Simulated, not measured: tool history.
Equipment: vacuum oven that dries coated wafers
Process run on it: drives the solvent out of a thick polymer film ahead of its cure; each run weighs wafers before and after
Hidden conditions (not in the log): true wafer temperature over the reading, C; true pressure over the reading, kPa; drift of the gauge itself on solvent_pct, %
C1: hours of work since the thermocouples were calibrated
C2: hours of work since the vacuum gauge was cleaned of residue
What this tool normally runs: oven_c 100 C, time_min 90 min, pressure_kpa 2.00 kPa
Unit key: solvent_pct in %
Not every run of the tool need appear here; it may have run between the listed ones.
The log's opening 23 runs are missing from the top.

run 24 day=74.846 | oven_c=100 time_min=90 pressure_kpa=2.00 | C1=537 C2=2365 | solvent_pct=5.24
run 25 day=79.092 | oven_c=100 time_min=90 pressure_kpa=2.00 | C1=598 C2=2425 | solvent_pct=5.29
run 26 day=81.962 | oven_c=100 time_min=90 pressure_kpa=2.00 | C1=639 C2=2466 | solvent_pct=5.20
run 27 day=85.396 | oven_c=100 time_min=90 pressure_kpa=2.00 | C1=688 C2=2516 | solvent_pct=5.40
-- day=85.725 vacuum gauge cleaned of residue and calibrated
run 28 day=90.000 | oven_c=93 time_min=90 pressure_kpa=1.15 | C1=753 C2=61 | solvent_pct=7.33
run 29 day=94.725 | oven_c=98 time_min=112 pressure_kpa=2.32 | C1=820 C2=129 | solvent_pct=6.17
run 30 day=97.225 | oven_c=98 time_min=50 pressure_kpa=2.41 | C1=856 C2=164 | solvent_pct=9.41
run 31 day=101.850 | oven_c=103 time_min=50 pressure_kpa=5.77 | C1=922 C2=231 | solvent_pct=10.49
-- day=102.871 vacuum gauge cleaned of residue and calibrated, once more
run 32 day=104.121 | oven_c=100 time_min=47 pressure_kpa=5.30 | C1=954 C2=18 | solvent_pct=10.26
run 33 day=108.929 | oven_c=99 time_min=63 pressure_kpa=3.38 | C1=1023 C2=87 | solvent_pct=7.79
run 34 day=111.708 | oven_c=99 time_min=63 pressure_kpa=3.38 | C1=1062 C2=126 | solvent_pct=7.87
run 35 day=113.792 | oven_c=99 time_min=63 pressure_kpa=3.38 | C1=1092 C2=156 | solvent_pct=7.86
run 36 day=118.142 | oven_c=89 time_min=95 pressure_kpa=3.38 | C1=1154 C2=218 | solvent_pct=9.84
run 37 day=122.492 | oven_c=89 time_min=54 pressure_kpa=1.49 | C1=1217 C2=281 | solvent_pct=10.11
run 38 day=125.517 | oven_c=88 time_min=103 pressure_kpa=2.30 | C1=1260 C2=324 | solvent_pct=8.82
run 39 day=128.550 | oven_c=110 time_min=162 pressure_kpa=2.00 | C1=1303 C2=367 | solvent_pct=1.92
run 40 day=133.033 | oven_c=110 time_min=162 pressure_kpa=2.00 | C1=1368 C2=432 | solvent_pct=1.84
run 41 day=136.721 | oven_c=100 time_min=65 pressure_kpa=1.84 | C1=1420 C2=484 | solvent_pct=6.12
run 42 day=139.000 | oven_c=89 time_min=123 pressure_kpa=4.54 | C1=1453 C2=517 | solvent_pct=10.90
run 43 day=141.738 | oven_c=100 time_min=92 pressure_kpa=2.01 | C1=1492 C2=556 | solvent_pct=5.02
run 44 day=146.212 | oven_c=100 time_min=74 pressure_kpa=4.39 | C1=1556 C2=620 | solvent_pct=8.27
run 45 day=149.479 | oven_c=100 time_min=107 pressure_kpa=4.39 | C1=1603 C2=667 | solvent_pct=6.93
-- day=149.833 oven's thermocouples calibrated
run 46 day=152.929 | oven_c=95 time_min=107 pressure_kpa=4.39 | C1=44 C2=715 | solvent_pct=8.06

What if the next run were any one of these 3? Each begins from the tool's condition after run 46:
run A day=157.096 | oven_c=95 time_min=69 pressure_kpa=1.95 | C1=104 C2=775 | solvent_pct=?
run B day=157.096 | oven_c=106 time_min=59 pressure_kpa=2.00 | C1=104 C2=775 | solvent_pct=?
run C day=157.096 | oven_c=100 time_min=59 pressure_kpa=7.32 | C1=104 C2=775 | solvent_pct=?

run=A solvent_pct=7.46
run=B solvent_pct=4.68
run=C solvent_pct=10.94
Stripped of hidden state, with their random variation kept, the same runs would have yielded:
run=A solvent_pct=7.11
run=B solvent_pct=4.40
run=C solvent_pct=10.62
